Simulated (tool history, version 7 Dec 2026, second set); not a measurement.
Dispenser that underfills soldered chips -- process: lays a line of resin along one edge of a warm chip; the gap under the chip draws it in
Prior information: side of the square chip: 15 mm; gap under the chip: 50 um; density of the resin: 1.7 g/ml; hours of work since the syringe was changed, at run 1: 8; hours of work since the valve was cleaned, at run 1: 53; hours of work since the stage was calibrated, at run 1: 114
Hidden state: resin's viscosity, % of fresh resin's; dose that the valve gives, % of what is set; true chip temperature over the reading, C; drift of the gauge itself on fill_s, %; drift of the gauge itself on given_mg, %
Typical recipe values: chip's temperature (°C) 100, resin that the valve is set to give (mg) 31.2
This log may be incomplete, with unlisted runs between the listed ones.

| run | hour | chip's temperature (°C) | resin that the valve is set to give (mg) | hours of work since the syringe was changed | hours of work since the valve was cleaned | hours of work since the stage was calibrated | time until the resin shows at the far edge (s) | resin that the valve gave (mg) |
|---|---|---|---|---|---|---|---|---|
| 1 | 0 | 100 | 31.2 | 8 | 53 | 114 | 225.5 | 29.77 |
|  | 2.8 | new syringe of resin |
|  | 5.7 | dispensing valve cleaned and set on the balance |
| 2 | 6.6 | 100 | 31.2 | 2 | 1 | 118 | 174.1 | 31.12 |
| 3 | 11.6 | 100 | 31.2 | 6 | 5 | 122 | 206.9 | 31.17 |
| 4 | 15.4 | 100 | 31.2 | 9 | 8 | 125 | 234.4 | 31.02 |
|  | 16.6 | new syringe of resin |
| 5 | 18.1 | 100 | 31.2 | 1 | 10 | 127 | 172.5 | 31.01 |
| 6 | 21.4 | 100 | 31.2 | 4 | 12 | 129 | 188.2 | 30.83 |
| 7 | 25.4 | 100 | 31.2 | 7 | 15 | 133 | 219.2 | 30.76 |
|  | 29.4 | new syringe of resin |
| 8 | 29.4 | 100 | 31.2 | 0 | 18 | 136 | 158.4 | 30.63 |
| 9 | 31.7 | 105 | 31.2 | 2 | 20 | 137 | 146.9 | 30.63 |
| 10 | 37.1 | 100 | 31.2 | 6 | 25 | 142 | 203.9 | 30.56 |
| 11 | 41.8 | 100 | 31.2 | 10 | 28 | 146 | 233.2 | 30.42 |
|  | 42.5 | new syringe of resin |
| 12 | 45.4 | 100 | 26.8 | 2 | 31 | 148 | 181.5 | 26.03 |
| 13 | 50.6 | 100 | 26.8 | 6 | 35 | 152 | 214.3 | 26.03 |
| 14 | 54 | 105 | 32 | 9 | 38 | 155 | 197.9 | 30.91 |
|  | 55.3 | new syringe of resin |
| 15 | 57.5 | 111 | 28.2 | 2 | 40 | 158 | 117.5 | 27.13 |
| 16 | 61.1 | 91 | 30.5 | 5 | 43 | 160 | 255.7 | 29.42 |
| 17 | 65 | 87 | 31.2 | 8 | 46 | 164 | 340 | 29.96 |
|  | 68.4 | new syringe of resin |
| 18 | 68.7 | 102 | 31.3 | 0 | 49 | 166 | 149.6 | 29.99 |
| 19 | 71.6 | 98 | 31.2 | 3 | 51 | 169 | 190.8 | 29.88 |
| 20 | 75.4 | 88 | 34.9 | 6 | 54 | 172 | 301.3 | 33.33 |
|  | 79 | dispensing valve cleaned and set on the balance |
| 21 | 81.7 | 88 | 34.9 | 10 | 2 | 176 | 361.2 | 34.74 |
|  | 82.3 | new syringe of resin |
| 22 | 85.2 | 101 | 27 | 2 | 5 | 178 | 173.2 | 26.79 |
| 23 | 87.5 | 88 | 33.5 | 4 | 7 | 180 | 287.1 | 33.26 |
| 24 | 92.9 | 88 | 33.5 | 8 | 11 | 185 | 342.1 | 33.16 |

Same runs, no hidden state in the tool, same run-to-run variation:
| run | time until the resin shows at the far edge (s) | resin that the valve gave (mg) |
|---|---|---|
| 1 | 161.9 | 31.17 |
| 2 | 163 | 31.19 |
| 3 | 164.4 | 31.34 |
| 4 | 164.4 | 31.27 |
| 5 | 165.5 | 31.31 |
| 6 | 162.1 | 31.2 |
| 7 | 165.9 | 31.21 |
| 8 | 163.1 | 31.16 |
| 9 | 140 | 31.21 |
| 10 | 163.5 | 31.25 |
| 11 | 160.4 | 31.19 |
| 12 | 166.9 | 26.75 |
| 13 | 166.4 | 26.85 |
| 14 | 137.8 | 31.96 |
| 15 | 113.5 | 28.11 |
| 16 | 220.6 | 30.54 |
| 17 | 258.7 | 31.19 |
| 18 | 151.3 | 31.29 |
| 19 | 175.3 | 31.24 |
| 20 | 246.2 | 34.94 |
| 21 | 249 | 34.9 |
| 22 | 161.3 | 26.97 |
| 23 | 248.4 | 33.54 |
| 24 | 248.9 | 33.56 |
